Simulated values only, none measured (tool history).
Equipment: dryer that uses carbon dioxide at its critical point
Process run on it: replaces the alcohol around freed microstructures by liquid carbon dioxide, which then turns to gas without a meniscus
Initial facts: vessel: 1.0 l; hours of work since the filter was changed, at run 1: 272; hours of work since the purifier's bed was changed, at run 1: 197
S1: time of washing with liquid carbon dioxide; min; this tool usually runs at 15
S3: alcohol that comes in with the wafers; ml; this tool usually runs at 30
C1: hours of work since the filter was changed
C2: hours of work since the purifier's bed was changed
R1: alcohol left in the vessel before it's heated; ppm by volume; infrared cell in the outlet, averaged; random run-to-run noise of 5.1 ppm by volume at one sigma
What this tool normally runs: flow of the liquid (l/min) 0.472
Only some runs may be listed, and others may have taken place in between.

Run 1, hour 0.0: usual settings; C1 272; C2 197. Result: R1 137 ppm by volume.
Run 2, hour 36.8: usual settings; C1 284; C2 209. Result: R1 152 ppm by volume.
Run 3, hour 52.9: usual settings; C1 289; C2 214. Result: R1 153 ppm by volume.
Run 4, hour 86.4: usual settings; C1 300; C2 225. Result: R1 153 ppm by volume.
Run 5, hour 115.7: usual settings; C1 310; C2 234. Result: R1 157 ppm by volume.
Run 6, hour 132.9: usual settings; C1 315; C2 240. Result: R1 160 ppm by volume.
Run 7, hour 167.9: usual settings; C1 327; C2 251. Result: R1 171 ppm by volume.
Run 8, hour 191.7: usual settings but flow of the liquid (l/min) 0.647; C1 334; C2 259. Result: R1 37 ppm by volume.
Run 9, hour 209.9: usual settings but flow of the liquid (l/min) 0.647; C1 340; C2 265. Result: R1 37 ppm by volume.
Run 10, hour 228.5: usual settings but flow of the liquid (l/min) 0.647; C1 346; C2 271. Result: R1 40 ppm by volume.
Run 11, hour 252.5: usual settings but S1 16 min, S3 57 ml; C1 354; C2 279. Result: R1 235 ppm by volume.
At hour 279.9: inlet filter changed.
Run 12, hour 289.7: usual settings but S1 22 min, flow of the liquid (l/min) 0.318, S3 114 ml; C1 3; C2 290. Result: R1 317 ppm by volume.
Run 13, hour 319.2: usual settings but S1 9 min, flow of the liquid (l/min) 0.329, S3 56 ml; C1 13; C2 300. Result: R1 4518 ppm by volume.
Run 14, hour 347.5: usual settings but S1 14 min, flow of the liquid (l/min) 0.407, S3 56 ml; C1 22; C2 309. Result: R1 446 ppm by volume.
Run 15, hour 363.1: usual settings but S1 11 min, flow of the liquid (l/min) 0.526; C1 27; C2 314. Result: R1 214 ppm by volume.
Run 16, hour 391.1: usual settings but S1 19 min, flow of the liquid (l/min) 0.404, S3 42 ml; C1 36; C2 323. Result: R1 78 ppm by volume.
Run 17, hour 412.3: usual settings but S3 81 ml; C1 43; C2 330. Result: R1 201 ppm by volume.
Run 18, hour 433.1: usual settings but S1 21 min, S3 23 ml; C1 50; C2 337. Result: R1 28 ppm by volume.
Run 19, hour 451.6: usual settings but S1 16 min, flow of the liquid (l/min) 0.609, S3 80 ml; C1 56; C2 343. Result: R1 33 ppm by volume.
Run 20, hour 475.7: usual settings but S1 16 min, flow of the liquid (l/min) 0.486, S3 44 ml; C1 64; C2 351. Result: R1 81 ppm by volume.

Below, some changes in R1 between adjacent runs. For each, the amount present without the hidden state too (settings, incoming material, random variation) and the amount remaining for the hidden state with gauge scatter not shared by both compared results:
Hidden conditions of the tool in this case: flow that reaches the vessel past the clogged filter, %; alcohol in the recycled carbon dioxide, ppm; drift of the gauge itself on alcohol_ppm, %.
Run 10 -> 11: S1 15 -> 16, flow of the liquid (l/min) 0.647 -> 0.472, S3 30 -> 57. R1 +195 ppm by volume: hidden state +126, all else +69.
Run 11 -> 12: S1 16 -> 22, flow of the liquid (l/min) 0.472 -> 0.318, S3 57 -> 114, inlet filter changed. R1 +82 ppm by volume: hidden state -135, all else +217.
Run 12 -> 13: S1 22 -> 9, flow of the liquid (l/min) 0.318 -> 0.329, S3 114 -> 56. R1 +4201 ppm by volume: hidden state +64, all else +4137.
Run 13 -> 14: S1 9 -> 14, flow of the liquid (l/min) 0.329 -> 0.407. R1 -4072 ppm by volume: hidden state -46, all else -4026.

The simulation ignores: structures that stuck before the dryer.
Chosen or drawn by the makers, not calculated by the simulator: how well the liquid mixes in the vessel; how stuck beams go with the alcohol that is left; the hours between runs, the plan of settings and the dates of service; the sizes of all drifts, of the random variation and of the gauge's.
